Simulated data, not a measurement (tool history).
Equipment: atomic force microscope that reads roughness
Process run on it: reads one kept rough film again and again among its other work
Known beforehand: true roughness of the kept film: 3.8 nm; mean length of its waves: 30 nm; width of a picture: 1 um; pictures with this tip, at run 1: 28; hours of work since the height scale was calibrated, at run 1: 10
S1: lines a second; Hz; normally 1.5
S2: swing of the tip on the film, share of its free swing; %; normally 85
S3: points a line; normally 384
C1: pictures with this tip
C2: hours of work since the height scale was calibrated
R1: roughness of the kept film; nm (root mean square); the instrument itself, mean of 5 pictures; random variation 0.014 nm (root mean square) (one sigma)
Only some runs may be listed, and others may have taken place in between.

Run 1, hour 0: usual settings; C1 28; C2 10. Result: R1 3.051 nm (root mean square).
Run 2, hour 14.8: usual settings but S3 570; C1 52; C2 19. Result: R1 2.826 nm (root mean square).
Run 3, hour 23: usual settings but S1 2.5 Hz; C1 65; C2 24. Result: R1 2.614 nm (root mean square).
At hour 40: new tip fitted.
Run 4, hour 40.2: usual settings but S1 2.5 Hz; C1 0; C2 34. Result: R1 3.124 nm (root mean square).
Run 5, hour 53.8: usual settings but S1 2.5 Hz; C1 22; C2 43. Result: R1 2.856 nm (root mean square).
Run 6, hour 72.8: usual settings; C1 54; C2 54. Result: R1 2.737 nm (root mean square).
Run 7, hour 84.7: usual settings; C1 73; C2 61. Result: R1 2.595 nm (root mean square).
At hour 96.9: new tip fitted.
Run 8, hour 98.8: usual settings but S1 1.05 Hz; C1 3; C2 70. Result: R1 3.278 nm (root mean square).
Run 9, hour 114: usual settings but S1 1.05 Hz; C1 28; C2 79. Result: R1 3.021 nm (root mean square).
Run 10, hour 132.4: usual settings but S1 1.21 Hz; C1 58; C2 90. Result: R1 2.749 nm (root mean square).
Run 11, hour 151.5: usual settings but S3 766; C1 89; C2 102. Result: R1 2.515 nm (root mean square).
At hour 154.2: new tip fitted.
Run 12, hour 164.4: usual settings but S2 65 %; C1 17; C2 110. Result: R1 3.215 nm (root mean square).
Run 13, hour 179.6: usual settings but S1 3.01 Hz; C1 42; C2 119. Result: R1 2.671 nm (root mean square).
Run 14, hour 195.7: usual settings but S1 3.01 Hz, S2 82 %, S3 420; C1 68; C2 129. Result: R1 2.536 nm (root mean square).
Run 15, hour 205.8: usual settings but S1 1.16 Hz, S2 79 %, S3 452; C1 85; C2 135. Result: R1 2.591 nm (root mean square).
At hour 208.5: height scale calibrated on a step standard.
At hour 212.8: new tip fitted.
Run 16, hour 220.7: usual settings but S2 69 %, S3 279; C1 13; C2 7. Result: R1 3.212 nm (root mean square).
Run 17, hour 229.8: usual settings but S1 1.07 Hz, S2 64 %; C1 28; C2 13. Result: R1 3.101 nm (root mean square).
Run 18, hour 240.4: usual settings but S1 1.07 Hz, S2 64 %; C1 46; C2 19. Result: R1 2.956 nm (root mean square).
Run 19, hour 258.7: usual settings but S1 1.07 Hz, S2 64 %; C1 76; C2 30. Result: R1 2.728 nm (root mean square).
Run 20, hour 267.1: usual settings but S2 79 %, S3 561; C1 90; C2 36. Result: R1 2.532 nm (root mean square).
At hour 270.3: new tip fitted.
Run 21, hour 277.8: usual settings but S2 79 %, S3 561; C1 12; C2 42. Result: R1 3.164 nm (root mean square).
At hour 284.9: height scale calibrated on a step standard, once more.
Run 22, hour 288.3: usual settings but S2 79 %, S3 561; C1 28; C2 2. Result: R1 2.988 nm (root mean square).
Run 23, hour 305.5: usual settings but S1 0.58 Hz, S2 78 %, S3 295; C1 56; C2 13. Result: R1 2.836 nm (root mean square).

Results for each run, recomputed without the tool's hidden state and with each run's random variation untouched:
The tool's hidden condition here consists of: radius of the tip, nm; height scale over the true one, %; drift of the gauge itself on roughness_nm, %.
run     R1
  1  3.264
  2  3.245
  3  3.115
  4  3.129
  5  3.088
  6  3.251
  7  3.243
  8  3.316
  9    3.3
 10  3.287
 11   3.26
 12  3.405
 13   3.04
 14  3.124
 15   3.34
 16  3.376
 17  3.421
 18  3.439
 19  3.441
 20  3.313
 21  3.314
 22  3.288
 23  3.398

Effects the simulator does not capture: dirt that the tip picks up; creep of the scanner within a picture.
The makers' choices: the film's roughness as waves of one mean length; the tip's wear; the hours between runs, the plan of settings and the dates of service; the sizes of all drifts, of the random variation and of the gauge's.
